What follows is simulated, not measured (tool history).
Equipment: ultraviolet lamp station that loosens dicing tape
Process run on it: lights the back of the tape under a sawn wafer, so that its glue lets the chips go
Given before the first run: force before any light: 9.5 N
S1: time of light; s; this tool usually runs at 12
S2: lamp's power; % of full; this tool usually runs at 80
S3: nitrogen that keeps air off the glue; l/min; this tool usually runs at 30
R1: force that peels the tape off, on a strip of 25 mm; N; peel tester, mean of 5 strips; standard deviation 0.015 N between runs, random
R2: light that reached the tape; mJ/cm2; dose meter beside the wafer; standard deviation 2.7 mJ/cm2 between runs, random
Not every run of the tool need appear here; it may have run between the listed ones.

run,hour,S1,S2,S3,R1,R2
1,0.0,12,80,30,0.954,301
2,23.2,12,80,30,0.958,297
3,37.5,17,80,30,0.432,417
4,51.9,17,80,30,0.465,419
5,69.2,17,80,30,0.442,416
6,88.6,17,80,30,0.464,418
7,102.1,17,80,30,0.470,410
8,121.3,8,80,30,2.133,193
# hour 137.1: window cleaned of glue's vapour
9,141.5,12,80,18,1.213,324
10,158.9,12,67,18,1.741,269
11,170.5,12,67,18,1.710,262
12,192.9,12,80,30,0.830,316
13,210.7,12,68,30,1.190,268
14,228.7,12,68,30,1.195,265
15,250.1,23,80,30,0.195,598
16,270.6,23,80,30,0.188,602
17,293.4,6,80,30,2.947,154
18,314.4,17,75,11,1.090,403
19,328.2,17,75,11,1.097,408
20,340.2,10,70,15,2.474,224
21,362.7,9,62,30,2.406,177
22,375.7,9,62,22,2.817,174
23,388.9,8,91,34,1.534,228
24,406.4,8,91,34,1.543,231
25,422.0,8,88,19,2.251,213
26,437.1,21,88,19,0.314,576
27,459.6,12,74,30,1.187,275
28,480.1,15,82,18,0.864,377
29,502.8,15,82,18,0.908,374
30,513.9,12,80,30,1.003,295
31,537.1,6,66,26,3.888,123

Run by run, hidden condition taken away, random variation retained:
The tool's hidden condition here consists of: lamp's light, % of a new lamp's; light that the window lets through, % of a clean one's; drift of the gauge itself on peel_n, %; drift of the gauge itself on dose_mj_cm2, %.
run,R1,R2
1,0.671,351
2,0.665,350
3,0.286,494
4,0.309,498
5,0.286,497
6,0.300,501
7,0.298,494
8,1.569,234
9,1.028,352
10,1.497,293
11,1.462,287
12,0.666,348
13,0.969,296
14,0.963,295
15,0.162,669
16,0.154,677
17,2.520,174
18,0.829,459
19,0.828,466
20,2.041,256
21,1.955,204
22,2.330,201
23,1.156,266
24,1.152,269
25,1.768,251
26,0.218,678
27,0.830,325
28,0.576,450
29,0.599,449
30,0.667,355
31,3.227,148
